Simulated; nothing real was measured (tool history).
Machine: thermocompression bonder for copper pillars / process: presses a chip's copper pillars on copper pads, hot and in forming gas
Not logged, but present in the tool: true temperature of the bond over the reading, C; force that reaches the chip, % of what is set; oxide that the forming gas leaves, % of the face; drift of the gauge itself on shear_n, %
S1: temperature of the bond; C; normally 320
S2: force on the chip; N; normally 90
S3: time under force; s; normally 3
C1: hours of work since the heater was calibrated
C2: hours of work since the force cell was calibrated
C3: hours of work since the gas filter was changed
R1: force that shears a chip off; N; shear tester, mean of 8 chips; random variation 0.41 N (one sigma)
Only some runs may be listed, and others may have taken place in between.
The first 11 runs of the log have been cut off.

run    hour   S1   S2  S3   C1    C2   C3    R1
 12   674.5  320   90   3  395  1538   45  48.8
 13   716.4  320   90   3  424  1566   73  47.8
 14   774.6  320   90   3  464  1606  113  45.7
      809.2  -- force cell calibrated
      813.3  -- forming gas filter changed
 15   852.3  320   90   3  515    29   27  45.6
 16   890.7  320   90   3  542    55   53  43.4
 17   940.3  331   71   2  576    89   87  33.8
 18   998.5  331   71   2  615   129  127    33
     1021.1  -- forming gas filter changed
 19  1061.1  343   90   4  658   172   27  61.9
     1099.8  -- heater calibrated with a thermocouple chip
 20  1127.7  307   62   5   19   216   72  34.8
 21  1185.6  307   62   5   59   255  111  33.5
     1227.4  -- forming gas filter changed
 22  1241.5  339   56   7   96   293   10  52.8
 23  1320.4  320  111   2  150   347   64  50.2
 24  1378.6  313   90   7  190   387  103  56.7
     1431.2  -- forming gas filter changed
 25  1458.6  313   90   7  245   441   19  58.7
 26  1506.6  313   90   7  277   474   52  58.7
 27  1585.2  313   90   7  331   528  105  55.3
     1638.9  -- forming gas filter changed
 28  1672.5  347   69   2  390   587   23  43.2
 29  1750.7  347   69   2  444   641   76  41.9
 30  1806.8  330   92   5  482   679  115  59.3
     1841.6  -- forming gas filter changed
 31  1870.1  321   75   3  525   722   20  39.3

Alternative continuations, all from the tool just after run 31; predict every row:
  A  1907.3  321  75   2  551  747  45   ?
  B  1907.3  318  72   3  551  747  45   ?
  C  1907.3  318  75   3  551  747  45   ?
  D  1907.3  320  90   7  551  747  45   ?
  E  1907.3  321  65   3  551  747  45   ?

run    R1
  A  33.6
  B  36.4
  C  37.5
  D  60.8
  E  34.2
Take away the tool's hidden state, keep each run's random variation, and the runs would have read:
run    R1
  A  35.8
  B  38.8
  C  39.9
  D  64.2
  E  36.5
